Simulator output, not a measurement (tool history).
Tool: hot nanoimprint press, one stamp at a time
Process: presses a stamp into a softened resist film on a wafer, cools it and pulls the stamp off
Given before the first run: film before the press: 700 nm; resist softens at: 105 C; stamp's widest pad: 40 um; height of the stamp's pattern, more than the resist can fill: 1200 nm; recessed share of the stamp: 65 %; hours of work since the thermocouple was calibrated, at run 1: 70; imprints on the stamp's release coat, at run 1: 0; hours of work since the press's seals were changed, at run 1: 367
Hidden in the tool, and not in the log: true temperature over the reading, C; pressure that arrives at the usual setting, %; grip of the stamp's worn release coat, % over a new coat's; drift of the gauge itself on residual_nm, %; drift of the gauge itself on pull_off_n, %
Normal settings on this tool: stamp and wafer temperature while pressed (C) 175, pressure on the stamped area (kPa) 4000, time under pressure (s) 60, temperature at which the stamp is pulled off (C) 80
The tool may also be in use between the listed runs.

run	hour	stamp and wafer temperature while pressed (C)	pressure on the stamped area (kPa)	time under pressure (s)	temperature at which the stamp is pulled off (C)	hours of work since the thermocouple was calibrated	imprints on the stamp's release coat	hours of work since the press's seals were changed	resist left under the stamp's widest pad (nm)	greatest force while the stamp is pulled off (N)
1	0.0	175	4000	60	80	70	0	367	252.3	153
2	50.5	169	4000	60	80	91	92	388	326.5	161
3	135.5	169	4000	60	80	125	246	423	325.3	168
4	184.0	169	4000	60	80	145	335	443	324.9	170
5	265.2	175	4000	60	77	179	482	476	257.6	190
# hour 272.5: plate thermocouple calibrated
6	320.5	175	4000	90	80	20	578	497	224.7	182

The next listed run, before its measurement:
7	357.1	163	4000	67	80	35	644	512	?	?

Run 7 yielded resist left under the stamp's widest pad (nm) 417.0, greatest force while the stamp is pulled off (N) 184.
Take away the tool's hidden state, keep the run-to-run variation as it was, and the same run would have given resist left under the stamp's widest pad (nm) 394.6, greatest force while the stamp is pulled off (N) 157.

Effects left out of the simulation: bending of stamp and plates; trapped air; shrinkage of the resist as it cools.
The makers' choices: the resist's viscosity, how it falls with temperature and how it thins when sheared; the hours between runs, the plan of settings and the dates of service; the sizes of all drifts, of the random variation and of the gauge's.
